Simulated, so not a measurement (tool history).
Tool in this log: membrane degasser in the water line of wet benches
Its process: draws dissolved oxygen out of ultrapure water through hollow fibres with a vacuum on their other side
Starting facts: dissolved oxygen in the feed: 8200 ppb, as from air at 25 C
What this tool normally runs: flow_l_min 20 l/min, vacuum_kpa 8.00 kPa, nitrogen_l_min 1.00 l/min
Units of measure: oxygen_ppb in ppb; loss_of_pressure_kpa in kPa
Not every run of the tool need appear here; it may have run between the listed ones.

run	hour	flow_l_min	vacuum_kpa	nitrogen_l_min	oxygen_ppb	loss_of_pressure_kpa
1	0.0	20	8.00	1.00	222.8	61.20
2	71.8	20	8.00	1.00	221.6	61.55
3	142.1	20	8.00	0.48	407.6	61.47
4	176.9	20	8.00	1.00	224.8	61.39
5	252.7	20	8.00	1.00	227.6	60.96
6	307.0	15	8.00	1.00	175.6	45.92
7	363.2	15	8.00	1.00	171.1	46.09
8	427.7	15	8.00	1.00	174.2	46.11
9	492.2	15	8.00	1.00	175.2	46.05
10	542.7	16	8.00	1.00	184.3	49.01
11	607.4	16	8.00	1.00	187.9	48.87
12	663.1	15	8.00	0.66	244.3	46.11
13	711.1	18	8.00	1.47	148.3	55.50
14	759.7	20	8.00	0.92	238.1	61.35
15	824.0	26	6.87	1.02	221.9	80.01
16	908.9	26	6.87	1.00	219.8	79.93
17	950.7	26	6.87	1.00	219.9	80.03
18	1024.5	19	18.78	0.97	654.2	58.02
19	1074.7	19	18.78	0.97	647.6	58.69
20	1109.5	19	18.78	0.97	648.0	58.66
21	1151.2	20	5.15	1.00	102.8	61.55
22	1231.4	20	5.15	1.00	104.9	61.43

What if the next run were any one of these 4? Each begins from the tool's condition after run 22:
A	1288.3	20	19.61	0.82	?	?
B	1288.3	23	4.89	1.73	?	?
C	1288.3	13	7.46	1.00	?	?
D	1288.3	20	8.29	1.00	?	?

run	oxygen_ppb	loss_of_pressure_kpa
A	811.6	61.47
B	66.6	70.77
C	136.2	39.88
D	240.0	61.37
The same runs, with their run-to-run variation unchanged, on a tool lacking any hidden condition would have given:
run	oxygen_ppb	loss_of_pressure_kpa
A	794.8	60.88
B	56.6	70.09
C	126.0	39.49
D	225.6	60.78
